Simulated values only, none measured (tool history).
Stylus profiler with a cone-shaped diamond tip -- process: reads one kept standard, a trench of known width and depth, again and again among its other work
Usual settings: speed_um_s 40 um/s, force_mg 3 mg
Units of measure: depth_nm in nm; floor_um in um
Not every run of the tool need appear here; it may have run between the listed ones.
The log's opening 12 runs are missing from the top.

run,hour,speed_um_s,force_mg,scans with this tip,hours of work since the height scale was calibrated,depth_nm,floor_um
13,201.2,40,1.04,6680,457,100.43,18.18
14,218.7,40,1.04,6806,466,100.38,18.15
15,238.1,40,3,6946,476,101.01,18.27
16,255.2,40,3,7068,484,100.99,18.33
17,274.9,81,3,7210,494,100.99,18.13
18,283.9,81,3,7275,498,100.93,18.05
19,301.2,57,4.85,7399,507,101.47,18.24
20,317.6,14,1.56,7517,515,100.59,18.45
21,338.4,62,7.31,7667,525,101.96,18.31
22,351.4,46,2.76,7760,531,100.82,18.16
23,360.3,46,2.76,7824,536,100.86,18.22
24,379.4,15,2.56,7961,545,100.77,18.43
25,398,119,2.16,8095,554,100.78,17.69
26,413.7,40,1.3,8208,562,100.43,18.2
27,433,40,1.3,8347,571,100.55,18.15
28,444.9,40,1.3,8432,577,100.54,18.17
29,465.1,23,1.02,8577,587,100.38,18.27
30,474.8,23,1.02,8647,592,100.26,18.27
31,490.3,23,1.02,8759,600,100.27,18.28

Branching from run 31: 4 alternative next runs. What would each branch give?
A,505.4,31,5.34,8867,607,?,?
B,505.4,26,1.77,8867,607,?,?
C,505.4,18,3,8867,607,?,?
D,505.4,40,7.94,8867,607,?,?

run,depth_nm,floor_um
A,101.46,18.34
B,100.51,18.28
C,100.82,18.41
D,102,18.36
Without the tool's hidden state the same runs would have given:
run,depth_nm,floor_um
A,101.71,18.59
B,100.77,18.53
C,101.07,18.66
D,102.26,18.61
